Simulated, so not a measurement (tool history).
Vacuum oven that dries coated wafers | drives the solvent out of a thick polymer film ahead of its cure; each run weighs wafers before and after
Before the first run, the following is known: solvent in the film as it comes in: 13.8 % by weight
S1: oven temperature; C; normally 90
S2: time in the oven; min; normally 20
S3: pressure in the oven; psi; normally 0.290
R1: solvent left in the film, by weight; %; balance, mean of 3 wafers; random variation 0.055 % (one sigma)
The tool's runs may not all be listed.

Run 1, hour 0.0: usual settings. Result: R1 2.17 %.
Run 2, hour 7.0: usual settings. Result: R1 2.21 %.
Run 3, hour 16.0: usual settings. Result: R1 2.22 %.
Run 4, hour 22.8: usual settings. Result: R1 2.15 %.
Run 5, hour 35.6: usual settings. Result: R1 2.16 %.
Run 6, hour 50.6: usual settings. Result: R1 2.27 %.
Run 7, hour 61.2: usual settings. Result: R1 2.16 %.
Run 8, hour 70.7: usual settings. Result: R1 2.25 %.
Run 9, hour 85.2: usual settings. Result: R1 2.27 %.
Run 10, hour 95.2: usual settings. Result: R1 2.19 %.
Run 11, hour 104.0: usual settings but S2 21 min. Result: R1 2.15 %.
Run 12, hour 118.6: usual settings but S2 21 min. Result: R1 2.06 %.
Run 13, hour 131.8: usual settings but S2 21 min. Result: R1 2.09 %.
Run 14, hour 139.7: usual settings. Result: R1 2.25 %.
Run 15, hour 153.4: usual settings. Result: R1 2.18 %.
Run 16, hour 166.8: usual settings. Result: R1 2.20 %.
Run 17, hour 180.9: usual settings but S2 34 min. Result: R1 1.67 %.
Run 18, hour 193.0: usual settings but S2 34 min. Result: R1 1.57 %.
Run 19, hour 204.0: usual settings but S2 34 min. Result: R1 1.59 %.
Run 20, hour 211.0: usual settings but S3 0.155 psi. Result: R1 1.59 %.
Run 21, hour 218.6: usual settings but S1 98 C, S2 12 min, S3 0.741 psi. Result: R1 3.34 %.
Run 22, hour 231.4: usual settings but S1 78 C, S2 11 min, S3 0.364 psi. Result: R1 7.33 %.
Run 23, hour 242.8: usual settings but S1 103 C, S2 27 min, S3 0.238 psi. Result: R1 0.70 %.
Run 24, hour 250.5: usual settings but S1 103 C, S2 27 min, S3 0.238 psi. Result: R1 0.81 %.
Run 25, hour 262.2: usual settings but S1 98 C. Result: R1 1.31 %.
Run 26, hour 269.4: usual settings but S1 96 C, S2 18 min, S3 0.943 psi. Result: R1 4.05 %.
Run 27, hour 275.9: usual settings but S1 80 C, S3 0.985 psi. Result: R1 8.68 %.
Run 28, hour 284.9: usual settings but S3 0.985 psi. Result: R1 5.52 %.
Run 29, hour 300.0: usual settings but S2 14 min, S3 0.837 psi. Result: R1 5.43 %.
Run 30, hour 310.1: usual settings but S2 12 min, S3 0.468 psi. Result: R1 4.33 %.
Run 31, hour 316.5: usual settings but S2 12 min, S3 0.468 psi. Result: R1 4.31 %.
Run 32, hour 324.9: usual settings but S1 92 C, S2 19 min. Result: R1 1.92 %.
Run 33, hour 336.4: usual settings but S1 95 C, S2 15 min, S3 0.519 psi. Result: R1 2.82 %.
Run 34, hour 343.9: usual settings but S1 102 C, S2 12 min. Result: R1 1.41 %.
Run 35, hour 354.9: usual settings but S1 96 C, S2 28 min. Result: R1 1.26 %.
Run 36, hour 361.8: usual settings but S1 78 C, S3 0.157 psi. Result: R1 4.22 %.
Run 37, hour 370.9: usual settings but S3 0.666 psi. Result: R1 4.05 %.
Run 38, hour 379.1: usual settings but S1 101 C. Result: R1 0.98 %.

Subtracting, for every run, the result it would have given without the tool's unlogged condition from the measured result gives the following. The same run-to-run variation enters both numbers; the gauge's scatter may not:
Hidden conditions of the tool in this case: true wafer temperature over the reading, C; true pressure over the reading, kPa; drift of the gauge itself on solvent_pct, %.
run     R1
  1  -0.02
  2  -0.02
  3  -0.03
  4  -0.02
  5  -0.03
  6  -0.02
  7  -0.03
  8  -0.02
  9  -0.02
 10  -0.02
 11  -0.02
 12  -0.02
 13  -0.02
 14  -0.03
 15  -0.02
 16  -0.03
 17  +0.02
 18  +0.02
 19  +0.02
 20  -0.01
 21  -0.05
 22  -0.07
 23  +0.02
 24  +0.02
 25  +0.01
 26  -0.04
 27  -0.10
 28  -0.07
 29  -0.08
 30  -0.07
 31  -0.08
 32  -0.02
 33  -0.04
 34  -0.02
 35  +0.02
 36  -0.06
 37  -0.05
 38  +0.02
